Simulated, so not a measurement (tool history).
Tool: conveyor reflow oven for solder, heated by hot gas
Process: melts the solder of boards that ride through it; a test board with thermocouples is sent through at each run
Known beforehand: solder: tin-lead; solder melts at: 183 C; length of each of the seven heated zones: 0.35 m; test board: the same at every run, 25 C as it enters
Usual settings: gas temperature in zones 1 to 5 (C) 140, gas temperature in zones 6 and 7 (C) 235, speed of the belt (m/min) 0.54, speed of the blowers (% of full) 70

run   hour  gas temperature in zones 1 to 5 (C)  gas temperature in zones 6 and 7 (C)  speed of the belt (m/min)  speed of the blowers (% of full)  highest temperature of the board (C)  time above the solder's melting point (s)
  1      0                                  140                                   235                       0.54                                70                                 219.1                                       60.2
  2    7.2                                  140                                   249                       0.54                                70                                 231.7                                         69
  3   13.6                                  140                                   248                       0.54                                70                                 230.9                                       68.1
  4   24.5                                  140                                   248                       0.54                                70                                 230.7                                         68
  5   35.4                                  140                                   234                       0.54                                70                                 218.1                                       59.9
  6   44.1                                  140                                   234                       0.54                                70                                 218.1                                       59.7
  7   54.3                                  140                                   234                       0.54                                70                                 218.4                                         60
  8   61.2                                  140                                   235                       0.54                                70                                 218.9                                       60.6
  9   67.6                                  140                                   235                      0.438                                70                                   225                                       80.6
 10   76.4                                  140                                   235                      0.438                                70                                 224.6                                       80.7
 11   83.9                                  140                                   235                       0.54                                82                                   221                                       62.2
 12   88.5                                  140                                   235                       0.54                                64                                 217.8                                       59.6
 13     96                                  140                                   235                       0.54                                70                                 218.9                                       60.6
 14    103                                  140                                   235                       0.54                                70                                 218.8                                       60.6
 15  109.8                                  140                                   235                       0.54                                55                                 216.1                                       57.6
 16  120.2                                  140                                   235                      0.608                                71                                 215.2                                       50.2
 17  130.7                                  142                                   243                      0.566                                64                                 223.6                                       61.5
 18  136.1                                  142                                   243                      0.566                                64                                 223.8                                       61.2
 19  143.3                                  134                                   229                      0.542                                87                                 215.2                                         56
 20  149.8                                  146                                   235                       0.54                                74                                 220.6                                       64.3
 21  154.8                                  149                                   224                      0.499                                85                                 214.7                                       67.4
 22  160.6                                  142                                   235                      0.485                                70                                 222.4                                       71.7
 23    169                                  142                                   235                      0.485                                88                                 224.8                                       73.9
 24    176                                  142                                   235                      0.485                                88                                 224.6                                       73.7
 25  183.5                                  142                                   235                      0.485                                88                                 224.7                                         74
 26  193.4                                  140                                   235                       0.54                                53                                 215.4                                       57.1
 27  202.9                                  147                                   236                       0.54                                53                                 217.6                                       61.8
 28    211                                  147                                   235                       0.54                                56                                 217.6                                       61.8
 29  221.3                                  147                                   242                       0.54                                56                                 223.6                                       66.3
 30    226                                  150                                   231                      0.473                                70                                 220.6                                       75.9

Run by run, hidden condition taken away, random variation retained:
The hidden state here: heat that the gas passes to the board, % of a clean oven's; belt's true speed, % of the reading; true gas temperature in zones 6 and 7 over the reading, C; drift of the gauge itself on peak_c, C; drift of the gauge itself on liquid_s, %.
run  highest temperature of the board (C)  time above the solder's melting point (s)
  1                                 220.3                                       61.3
  2                                   233                                       69.8
  3                                 232.2                                       68.9
  4                                   232                                       68.8
  5                                 219.3                                         61
  6                                 219.4                                       60.9
  7                                 219.7                                       61.1
  8                                 220.2                                       61.7
  9                                   226                                       81.5
 10                                 225.6                                       81.6
 11                                 222.3                                       63.2
 12                                   219                                       60.7
 13                                 220.1                                       61.7
 14                                 220.1                                       61.7
 15                                 217.2                                       58.7
 16                                 216.7                                       51.5
 17                                   225                                       62.4
 18                                 225.2                                       62.2
 19                                 216.6                                       57.4
 20                                 221.9                                       65.3
 21                                 215.7                                       68.5
 22                                 223.5                                       72.6
 23                                   226                                       74.7
 24                                 225.8                                       74.5
 25                                 225.9                                       74.8
 26                                 216.6                                       58.2
 27                                 218.7                                       62.7
 28                                 218.8                                       62.8
 29                                 224.8                                       67.1
 30                                 221.5                                       76.6
